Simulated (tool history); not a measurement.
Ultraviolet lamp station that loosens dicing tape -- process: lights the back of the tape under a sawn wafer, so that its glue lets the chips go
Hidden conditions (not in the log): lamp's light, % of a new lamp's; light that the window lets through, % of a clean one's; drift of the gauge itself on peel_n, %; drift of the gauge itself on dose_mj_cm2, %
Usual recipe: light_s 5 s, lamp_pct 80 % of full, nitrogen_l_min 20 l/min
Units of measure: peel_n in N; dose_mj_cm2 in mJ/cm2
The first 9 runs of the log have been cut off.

run   hour  light_s  lamp_pct  nitrogen_l_min  hours of work of the lamp  hours of work since the window was cleaned  peel_n  dose_mj_cm2
 10  122.2        5        80              20                        552                                         372    1.05          449
 11  134.7        5        97              20                        562                                         381   0.708          544
 12    152        5        80              20                        575                                         394   1.043          447
 13  168.7        5        80              20                        587                                         407   1.131          444
 14  183.2        5        80               8                        598                                         418   1.799          440
 15  197.8        5        80               8                        609                                         429   1.881          436
 16  210.6        3        92              16                        619                                         438   2.183          298
 17  222.5        3        74              16                        628                                         447   2.897          239
 18  233.2        3        74              16                        636                                         455    2.84          240
 19  244.6        5        70              20                        644                                         464   1.455          371
 20  254.8        5        65              23                        652                                         472    1.63          349
 21  267.6        9        80              12                        662                                         481   0.497          761
 22  283.7        9        63              20                        674                                         493   0.611          595
 23  298.7        9        63              20                        685                                         505   0.614          590
 24  314.7        3        78              20                        697                                         517   2.745          243
 25  328.4        3        85              27                        707                                         527   2.189          259
 26    343        5        80              11                        718                                         538   1.744          406
 27  360.4        8        65              20                        732                                         551   0.807          521
 28  376.2        3       100               8                        743                                         563   2.961          294
 29  389.6        8        60              26                        753                                         573   0.814          482
 30  407.1        2        80              12                        767                                         586   4.447          153

What if the next run were any one of these 4? Each begins from the tool's condition after run 30:
  A  420.6        2        99              26                        777                                         596       ?            ?
  B  420.6        3        73               7                        777                                         596       ?            ?
  C  420.6        2        63              12                        777                                         596       ?            ?
  D  420.6        2        92              12                        777                                         596       ?            ?

run  peel_n  dose_mj_cm2
  A   3.124          194
  B   4.246          215
  C   5.082          120
  D   3.997          179
Without the tool's hidden state the same runs would have given:
run  peel_n  dose_mj_cm2
  A   1.873          297
  B   2.896          328
  C   3.886          185
  D   2.717          274
